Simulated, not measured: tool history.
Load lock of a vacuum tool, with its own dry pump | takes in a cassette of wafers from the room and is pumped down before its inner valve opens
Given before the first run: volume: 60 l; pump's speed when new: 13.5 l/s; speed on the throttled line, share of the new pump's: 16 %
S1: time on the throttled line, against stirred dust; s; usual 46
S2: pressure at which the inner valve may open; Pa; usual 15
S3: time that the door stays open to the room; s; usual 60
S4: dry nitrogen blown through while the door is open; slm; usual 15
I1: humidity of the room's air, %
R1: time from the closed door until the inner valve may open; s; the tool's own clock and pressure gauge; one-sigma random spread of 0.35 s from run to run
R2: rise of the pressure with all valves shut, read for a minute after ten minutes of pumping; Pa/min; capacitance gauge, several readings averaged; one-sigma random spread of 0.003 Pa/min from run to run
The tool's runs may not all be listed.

{"run": 1, "day": 0.0, "S1": 46, "S2": 15, "S3": 60, "S4": 15, "I1": 45.7, "R1": 78.8, "R2": 0.07}
{"run": 2, "day": 3.925, "S1": 46, "S2": 15, "S3": 60, "S4": 15, "I1": 46.3, "R1": 78.8, "R2": 0.073}
{"run": 3, "day": 8.708, "S1": 46, "S2": 15, "S3": 60, "S4": 15, "I1": 42.3, "R1": 78.9, "R2": 0.068}
{"run": 4, "day": 13.804, "S1": 74, "S2": 15, "S3": 60, "S4": 15, "I1": 45.6, "R1": 102.4, "R2": 0.078}
{"run": 5, "day": 16.371, "S1": 45, "S2": 15, "S3": 60, "S4": 15, "I1": 44.2, "R1": 78.4, "R2": 0.073}
{"run": 6, "day": 18.533, "S1": 45, "S2": 15, "S3": 60, "S4": 15, "I1": 43.9, "R1": 78.2, "R2": 0.079}
{"run": 7, "day": 21.542, "S1": 46, "S2": 15, "S3": 60, "S4": 15, "I1": 46.8, "R1": 78.8, "R2": 0.077}
{"run": 8, "day": 25.354, "S1": 46, "S2": 15, "S3": 26, "S4": 15, "I1": 48.1, "R1": 78.8, "R2": 0.062}
{"run": 9, "day": 29.829, "S1": 46, "S2": 15, "S3": 26, "S4": 15, "I1": 44.1, "R1": 79.1, "R2": 0.054}
{"run": 10, "day": 32.912, "S1": 46, "S2": 15, "S3": 26, "S4": 15, "I1": 45.6, "R1": 78.9, "R2": 0.06}
{"run": 11, "day": 36.1, "S1": 46, "S2": 15, "S3": 26, "S4": 15, "I1": 42.1, "R1": 78.3, "R2": 0.062}
{"run": 12, "day": 39.908, "S1": 46, "S2": 15, "S3": 26, "S4": 15, "I1": 40.9, "R1": 78.8, "R2": 0.064}
{"run": 13, "day": 43.621, "S1": 46, "S2": 15, "S3": 26, "S4": 34, "I1": 42.5, "R1": 79.3, "R2": 0.06}
{"run": 14, "day": 48.946, "S1": 46, "S2": 15, "S3": 26, "S4": 34, "I1": 47.2, "R1": 79.1, "R2": 0.068}
{"run": 15, "day": 52.733, "S1": 65, "S2": 11, "S3": 26, "S4": 34, "I1": 42.7, "R1": 97.1, "R2": 0.067}
{"run": 16, "day": 56.333, "S1": 46, "S2": 20, "S3": 60, "S4": 10, "I1": 45.7, "R1": 77.8, "R2": 0.105}
{"run": 17, "day": 60.846, "S1": 46, "S2": 13, "S3": 60, "S4": 10, "I1": 48.6, "R1": 79.6, "R2": 0.114}
{"run": 18, "day": 64.412, "S1": 46, "S2": 13, "S3": 60, "S4": 10, "I1": 44.6, "R1": 80.8, "R2": 0.116}
{"run": 19, "day": 69.458, "S1": 46, "S2": 22, "S3": 60, "S4": 40, "I1": 49.4, "R1": 77.7, "R2": 0.096}
{"run": 20, "day": 74.371, "S1": 46, "S2": 22, "S3": 60, "S4": 40, "I1": 42.3, "R1": 77.2, "R2": 0.092}
{"run": 21, "day": 77.579, "S1": 46, "S2": 22, "S3": 60, "S4": 40, "I1": 41.5, "R1": 77.8, "R2": 0.1}
{"run": 22, "day": 82.854, "S1": 46, "S2": 13, "S3": 60, "S4": 7, "I1": 41.8, "R1": 79.7, "R2": 0.128}
{"run": 23, "day": 86.85, "S1": 46, "S2": 23, "S3": 29, "S4": 15, "I1": 44.2, "R1": 77.4, "R2": 0.104}
{"run": 24, "day": 91.204, "S1": 35, "S2": 16, "S3": 48, "S4": 11, "I1": 48.5, "R1": 70.1, "R2": 0.127}
{"run": 25, "day": 96.4, "S1": 33, "S2": 15, "S3": 28, "S4": 15, "I1": 39.9, "R1": 69.3, "R2": 0.113}

Selected run-to-run steps in R1, each split into two signed amounts: the part the tool would show with no hidden state at all (from settings, incoming material and random variation), and the remainder, which goes to the hidden state together with any gauge scatter not common to the measured and the hidden-state-free results:
Hidden state present: pump's speed, % of a new pump's; leak at the door's seal, Pa l/s; drift of the gauge itself on ready_s, %; drift of the gauge itself on rise_pa_min, %.
Run 2 -> 3: settings left as they were, no log entry in between. R1 +0.1 s: hidden state +0.1, all else +0.0.
Run 3 -> 4: S1 46 -> 74. R1 +23.5 s: hidden state +0.0, all else +23.5.
Run 4 -> 5: S1 74 -> 45. R1 -24.0 s: hidden state +0.0, all else -24.0.
Run 23 -> 24: S1 46 -> 35, S2 23 -> 16, S3 29 -> 48, S4 15 -> 11. R1 -7.3 s: hidden state +0.2, all else -7.5.
